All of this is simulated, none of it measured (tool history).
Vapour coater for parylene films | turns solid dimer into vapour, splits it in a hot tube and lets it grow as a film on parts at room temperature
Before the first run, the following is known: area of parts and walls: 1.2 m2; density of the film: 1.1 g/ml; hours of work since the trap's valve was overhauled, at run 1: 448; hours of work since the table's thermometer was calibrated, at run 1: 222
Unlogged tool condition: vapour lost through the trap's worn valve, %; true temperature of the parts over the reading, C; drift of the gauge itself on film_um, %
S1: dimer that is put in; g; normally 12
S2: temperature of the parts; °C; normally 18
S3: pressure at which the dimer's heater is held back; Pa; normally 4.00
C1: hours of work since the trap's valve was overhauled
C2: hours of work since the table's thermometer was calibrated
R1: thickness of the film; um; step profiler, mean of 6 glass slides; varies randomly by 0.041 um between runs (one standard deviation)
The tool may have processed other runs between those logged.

run	hour	S1	S2	S3	C1	C2	R1
1	0.0	12	18	4.00	448	222	3.86
2	19.4	12	18	4.00	460	234	3.91
3	54.3	12	18	4.00	480	254	3.93
4	83.8	21	18	4.00	498	272	6.69
5	113.5	21	18	4.00	515	289	6.72
6	131.6	12	18	4.00	526	300	3.88
7	157.6	12	19	4.00	541	315	3.74
8	193.8	12	18	4.00	562	337	3.78
9	218.5	12	18	4.00	577	351	3.76
10	235.4	9	18	4.00	587	361	2.81
11	262.9	9	18	6.21	603	377	2.61
# hour 291.5: trap's valve overhauled
12	304.7	9	18	6.21	8	400	3.02
13	336.7	13	18	4.00	27	419	4.68
14	359.4	10	18	4.00	40	432	3.55
15	385.5	10	18	4.00	55	447	3.61
16	413.2	10	18	4.00	72	464	3.53
17	430.0	10	15	4.00	82	474	3.93
18	467.1	10	15	4.00	104	495	3.86
19	484.4	12	18	4.00	114	506	4.20
20	506.6	12	18	4.00	127	519	4.14
21	525.3	12	18	4.00	138	530	4.15
22	554.2	12	17	4.00	155	547	4.22
23	575.9	12	17	4.00	168	560	4.27
24	614.9	12	18	4.67	191	583	4.02
25	643.2	12	11	4.54	207	599	4.99
26	666.3	14	21	5.12	221	613	4.21
27	694.5	8	21	2.54	238	630	2.59
28	726.7	8	21	2.54	257	649	2.56

What will run 29 give?
29	744.9	12	18	2.42	267	659	?

Run 29 yielded R1 4.35 um.
With the hidden condition absent and the run-to-run variation left alone, this run would have shown R1 4.89 um.

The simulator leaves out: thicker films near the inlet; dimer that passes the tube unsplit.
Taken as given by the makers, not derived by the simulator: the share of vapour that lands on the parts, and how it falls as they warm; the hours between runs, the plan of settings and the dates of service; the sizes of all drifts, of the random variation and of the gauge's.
